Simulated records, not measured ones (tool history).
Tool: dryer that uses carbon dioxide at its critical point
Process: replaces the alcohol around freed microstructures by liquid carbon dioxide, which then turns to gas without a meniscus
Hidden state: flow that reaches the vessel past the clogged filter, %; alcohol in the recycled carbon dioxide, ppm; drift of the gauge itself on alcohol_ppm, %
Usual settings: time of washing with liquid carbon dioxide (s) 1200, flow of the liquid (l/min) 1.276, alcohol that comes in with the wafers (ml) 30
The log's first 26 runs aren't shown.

run   hour  time of washing with liquid carbon dioxide (s)  flow of the liquid (l/min)  alcohol that comes in with the wafers (ml)  hours of work since the filter was changed  hours of work since the purifier's bed was changed  alcohol left in the vessel before it's heated (ppm by volume)
 27  313.8                                             780                        0.87                                          24                                         492                                                 216                                                            824
 28  321.3                                             780                        0.87                                          24                                         497                                                 221                                                            839
 29  335.8                                             720                        1.16                                         103                                         507                                                 231                                                           2065
 30  348.6                                            1200                       1.276                                          30                                         515                                                 240                                                            122
 31  363.4                                            1440                       1.276                                          28                                         526                                                 250                                                             83
 32  373.4                                            1440                       1.276                                          28                                         533                                                 257                                                             85
     387.9  -- inlet filter changed
 33  388.9                                            1440                       1.276                                          28                                           1                                                 267                                                             75
 34  402.9                                            1320                       1.276                                          28                                          10                                                 277                                                             88
 35  412.6                                            1080                        1.97                                          30                                          17                                                 283                                                             62
 36  419.4                                            1080                        1.97                                          30                                          22                                                 288                                                             76
 37  427.9                                            1020                        2.07                                          80                                          28                                                 294                                                             78
 38  441.8                                            1020                        2.07                                          80                                          37                                                 303                                                             86
 39  457.6                                            1500                        0.95                                          35                                          48                                                 314                                                            158
 40  468.3                                            1500                        0.95                                          35                                          55                                                 322                                                            158
 41  477.4                                            1860                        1.24                                          69                                          62                                                 328                                                             90
 42  492.6                                            1560                        0.94                                         105                                          72                                                 338                                                            307
 43  500.6                                            1800                        1.53                                         105                                          78                                                 344                                                             86
 44  516.7                                            1080                        1.33                                          69                                          89                                                 355                                                            235
 45  524.2                                            1260                        1.33                                          49                                          94                                                 360                                                            124
 46  534.1                                            1260                        1.17                                          30                                         100                                                 367                                                            143
 47  541.2                                            1260                        1.17                                          30                                         105                                                 372                                                            148
 48  549.9                                             780                        2.04                                          41                                         111                                                 378                                                            138

Forecast each of these 3 alternatives for the next run:
  A  562.8                                            1920                       1.276                                          30                                         120                                                 387                                                              ?
  B  562.8                                             780                        1.29                                          29                                         120                                                 387                                                              ?
  C  562.8                                            1500                       1.276                                          30                                         120                                                 387                                                              ?

run  alcohol left in the vessel before it's heated (ppm by volume)
  A                                                             88
  B                                                            344
  C                                                             98
Without the tool's hidden state the same runs would have given:
run  alcohol left in the vessel before it's heated (ppm by volume)
  A                                                              9
  B                                                            248
  C                                                             18

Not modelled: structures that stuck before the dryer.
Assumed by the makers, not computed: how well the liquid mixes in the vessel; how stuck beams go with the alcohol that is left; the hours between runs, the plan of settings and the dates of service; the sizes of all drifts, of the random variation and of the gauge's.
